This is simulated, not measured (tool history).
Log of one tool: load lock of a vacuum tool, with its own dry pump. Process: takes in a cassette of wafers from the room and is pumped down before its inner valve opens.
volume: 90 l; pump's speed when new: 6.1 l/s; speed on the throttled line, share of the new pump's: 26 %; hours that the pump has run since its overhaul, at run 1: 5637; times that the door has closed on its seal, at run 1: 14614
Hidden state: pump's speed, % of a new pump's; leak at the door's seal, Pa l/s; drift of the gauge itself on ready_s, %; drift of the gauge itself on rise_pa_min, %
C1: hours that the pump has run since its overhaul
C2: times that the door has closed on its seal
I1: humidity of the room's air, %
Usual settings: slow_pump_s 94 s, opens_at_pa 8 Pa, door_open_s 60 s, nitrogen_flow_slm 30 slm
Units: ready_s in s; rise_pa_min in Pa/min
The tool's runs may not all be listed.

Run 1, hour 0.0: usual settings; C1 5637; C2 14614; I1 47.2. Result: ready_s 216.5 s, rise_pa_min 0.079 Pa/min.
Run 2, hour 141.7: usual settings; C1 5779; C2 15030; I1 45.3. Result: ready_s 218.6 s, rise_pa_min 0.085 Pa/min.
Run 3, hour 249.1: usual settings; C1 5886; C2 15345; I1 45.1. Result: ready_s 218.2 s, rise_pa_min 0.077 Pa/min.
Run 4, hour 437.5: usual settings; C1 6074; C2 15898; I1 44.3. Result: ready_s 222.1 s, rise_pa_min 0.086 Pa/min.
Run 5, hour 560.6: usual settings; C1 6197; C2 16260; I1 48.7. Result: ready_s 217.7 s, rise_pa_min 0.084 Pa/min.
Run 6, hour 708.7: usual settings but opens_at_pa 7 Pa; C1 6346; C2 16695; I1 44.4. Result: ready_s 221.1 s, rise_pa_min 0.093 Pa/min.
Run 7, hour 907.9: usual settings but opens_at_pa 7 Pa; C1 6545; C2 17279; I1 45.6. Result: ready_s 221.1 s, rise_pa_min 0.088 Pa/min.
Run 8, hour 1048.3: usual settings but opens_at_pa 7 Pa; C1 6685; C2 17692; I1 47.1. Result: ready_s 224.1 s, rise_pa_min 0.095 Pa/min.
Run 9, hour 1230.1: usual settings but opens_at_pa 7 Pa, nitrogen_flow_slm 24 slm; C1 6867; C2 18225; I1 43.2. Result: ready_s 222.9 s, rise_pa_min 0.092 Pa/min.
Run 10, hour 1431.9: usual settings but slow_pump_s 86 s, opens_at_pa 15 Pa, door_open_s 49 s, nitrogen_flow_slm 21 slm; C1 7069; C2 18818; I1 47.5. Result: ready_s 205.0 s, rise_pa_min 0.108 Pa/min.
Run 11, hour 1610.7: usual settings but opens_at_pa 10 Pa, nitrogen_flow_slm 15 slm; C1 7248; C2 19343; I1 41.4. Result: ready_s 216.1 s, rise_pa_min 0.106 Pa/min.
Run 12, hour 1828.2: usual settings but opens_at_pa 10 Pa, nitrogen_flow_slm 15 slm; C1 7465; C2 19981; I1 42.4. Result: ready_s 219.9 s, rise_pa_min 0.108 Pa/min.
Run 13, hour 2009.3: usual settings but slow_pump_s 158 s, opens_at_pa 11 Pa, nitrogen_flow_slm 15 slm; C1 7646; C2 20513; I1 50.3. Result: ready_s 260.3 s, rise_pa_min 0.117 Pa/min.
Run 14, hour 2123.0: usual settings but slow_pump_s 158 s, opens_at_pa 11 Pa, nitrogen_flow_slm 15 slm; C1 7760; C2 20847; I1 44.2. Result: ready_s 263.5 s, rise_pa_min 0.114 Pa/min.
Run 15, hour 2328.0: usual settings but slow_pump_s 166 s, opens_at_pa 7 Pa; C1 7965; C2 21449; I1 45.4. Result: ready_s 275.1 s, rise_pa_min 0.111 Pa/min.
Run 16, hour 2547.0: usual settings but slow_pump_s 166 s, opens_at_pa 7 Pa; C1 8184; C2 22092; I1 45.9. Result: ready_s 275.8 s, rise_pa_min 0.111 Pa/min.
Run 17, hour 2746.4: usual settings but opens_at_pa 16 Pa, nitrogen_flow_slm 10 slm; C1 8383; C2 22677; I1 44.0. Result: ready_s 212.3 s, rise_pa_min 0.126 Pa/min.
Run 18, hour 2848.8: usual settings but opens_at_pa 9 Pa, door_open_s 61 s, nitrogen_flow_slm 16 slm; C1 8486; C2 22978; I1 42.6. Result: ready_s 222.1 s, rise_pa_min 0.130 Pa/min.

Hidden state or all else? Some run-to-run changes of ready_s, split into what the settings, what came in and random variation would give without the hidden state, and what is left for the hidden state (with any gauge scatter that isn't in both results):
Run 12 -> 13: slow_pump_s 94 -> 158, opens_at_pa 10 -> 11. ready_s +40.4 s: hidden state -2.0, all else +42.4.
Run 16 -> 17: slow_pump_s 166 -> 94, opens_at_pa 7 -> 16, nitrogen_flow_slm 30 -> 10. ready_s -63.5 s: hidden state +0.9, all else -64.4.

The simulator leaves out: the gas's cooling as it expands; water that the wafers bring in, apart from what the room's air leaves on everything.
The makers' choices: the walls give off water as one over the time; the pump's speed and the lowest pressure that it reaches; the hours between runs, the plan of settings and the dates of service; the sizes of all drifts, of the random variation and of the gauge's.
